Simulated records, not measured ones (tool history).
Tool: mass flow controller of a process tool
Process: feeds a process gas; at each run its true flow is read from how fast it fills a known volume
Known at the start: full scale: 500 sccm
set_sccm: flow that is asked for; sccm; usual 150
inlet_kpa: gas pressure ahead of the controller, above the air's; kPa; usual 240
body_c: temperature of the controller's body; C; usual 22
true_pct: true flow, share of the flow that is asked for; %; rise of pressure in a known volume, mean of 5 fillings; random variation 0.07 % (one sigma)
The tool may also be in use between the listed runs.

{"run": 1, "hour": 0.0, "set_sccm": 150, "inlet_kpa": 240, "body_c": 22, "true_pct": 97.62}
{"run": 2, "hour": 121.3, "set_sccm": 150, "inlet_kpa": 240, "body_c": 22, "true_pct": 97.63}
{"run": 3, "hour": 376.3, "set_sccm": 150, "inlet_kpa": 240, "body_c": 22, "true_pct": 97.53}
{"run": 4, "hour": 661.1, "set_sccm": 428, "inlet_kpa": 240, "body_c": 22, "true_pct": 100.3}
{"run": 5, "hour": 876.0, "set_sccm": 428, "inlet_kpa": 240, "body_c": 22, "true_pct": 100.26}
{"run": 6, "hour": 1015.0, "set_sccm": 247, "inlet_kpa": 240, "body_c": 22, "true_pct": 98.83}
{"run": 7, "hour": 1175.0, "set_sccm": 247, "inlet_kpa": 240, "body_c": 22, "true_pct": 98.83}
{"run": 8, "hour": 1359.8, "set_sccm": 150, "inlet_kpa": 184, "body_c": 22, "true_pct": 96.97}
{"run": 9, "hour": 1522.6, "set_sccm": 207, "inlet_kpa": 184, "body_c": 22, "true_pct": 97.94}
{"run": 10, "hour": 1659.4, "set_sccm": 207, "inlet_kpa": 184, "body_c": 22, "true_pct": 98.03}
{"run": 11, "hour": 1942.3, "set_sccm": 207, "inlet_kpa": 184, "body_c": 22, "true_pct": 97.94}
{"run": 12, "hour": 2240.0, "set_sccm": 77, "inlet_kpa": 240, "body_c": 22, "true_pct": 94.11}
{"run": 13, "hour": 2511.9, "set_sccm": 77, "inlet_kpa": 240, "body_c": 32, "true_pct": 94.77}
{"run": 14, "hour": 2809.9, "set_sccm": 77, "inlet_kpa": 240, "body_c": 32, "true_pct": 94.64}
{"run": 15, "hour": 3077.1, "set_sccm": 77, "inlet_kpa": 240, "body_c": 32, "true_pct": 94.48}
{"run": 16, "hour": 3201.5, "set_sccm": 77, "inlet_kpa": 240, "body_c": 32, "true_pct": 94.46}
{"run": 17, "hour": 3450.9, "set_sccm": 219, "inlet_kpa": 155, "body_c": 40, "true_pct": 99.31}
{"run": 18, "hour": 3635.8, "set_sccm": 219, "inlet_kpa": 155, "body_c": 40, "true_pct": 99.26}
{"run": 19, "hour": 3886.2, "set_sccm": 219, "inlet_kpa": 155, "body_c": 40, "true_pct": 99.23}
{"run": 20, "hour": 4049.9, "set_sccm": 202, "inlet_kpa": 155, "body_c": 40, "true_pct": 98.92}
{"run": 21, "hour": 4188.9, "set_sccm": 202, "inlet_kpa": 155, "body_c": 40, "true_pct": 98.91}
{"run": 22, "hour": 4413.1, "set_sccm": 129, "inlet_kpa": 203, "body_c": 22, "true_pct": 95.93}
{"run": 23, "hour": 4641.3, "set_sccm": 200, "inlet_kpa": 240, "body_c": 36, "true_pct": 99.08}
{"run": 24, "hour": 4837.1, "set_sccm": 150, "inlet_kpa": 146, "body_c": 32, "true_pct": 96.91}
{"run": 25, "hour": 5096.9, "set_sccm": 244, "inlet_kpa": 154, "body_c": 32, "true_pct": 98.85}
{"run": 26, "hour": 5254.6, "set_sccm": 244, "inlet_kpa": 154, "body_c": 32, "true_pct": 98.79}
{"run": 27, "hour": 5530.5, "set_sccm": 254, "inlet_kpa": 240, "body_c": 22, "true_pct": 98.71}
{"run": 28, "hour": 5811.0, "set_sccm": 254, "inlet_kpa": 240, "body_c": 22, "true_pct": 98.69}
{"run": 29, "hour": 5938.9, "set_sccm": 254, "inlet_kpa": 240, "body_c": 22, "true_pct": 98.6}

Forecast each of these 4 alternatives for the next run:
{"run": "A", "hour": 6148.7, "set_sccm": 150, "inlet_kpa": 240, "body_c": 23, "true_pct": "?"}
{"run": "B", "hour": 6148.7, "set_sccm": 175, "inlet_kpa": 171, "body_c": 32, "true_pct": "?"}
{"run": "C", "hour": 6148.7, "set_sccm": 66, "inlet_kpa": 219, "body_c": 37, "true_pct": "?"}
{"run": "D", "hour": 6148.7, "set_sccm": 246, "inlet_kpa": 194, "body_c": 22, "true_pct": "?"}

run=A true_pct=96.72
run=B true_pct=97.61
run=C true_pct=91.83
run=D true_pct=98.25
Without the tool's hidden state the same runs would have given:
run=A true_pct=98.89
run=B true_pct=99.16
run=C true_pct=99.45
run=D true_pct=98.74

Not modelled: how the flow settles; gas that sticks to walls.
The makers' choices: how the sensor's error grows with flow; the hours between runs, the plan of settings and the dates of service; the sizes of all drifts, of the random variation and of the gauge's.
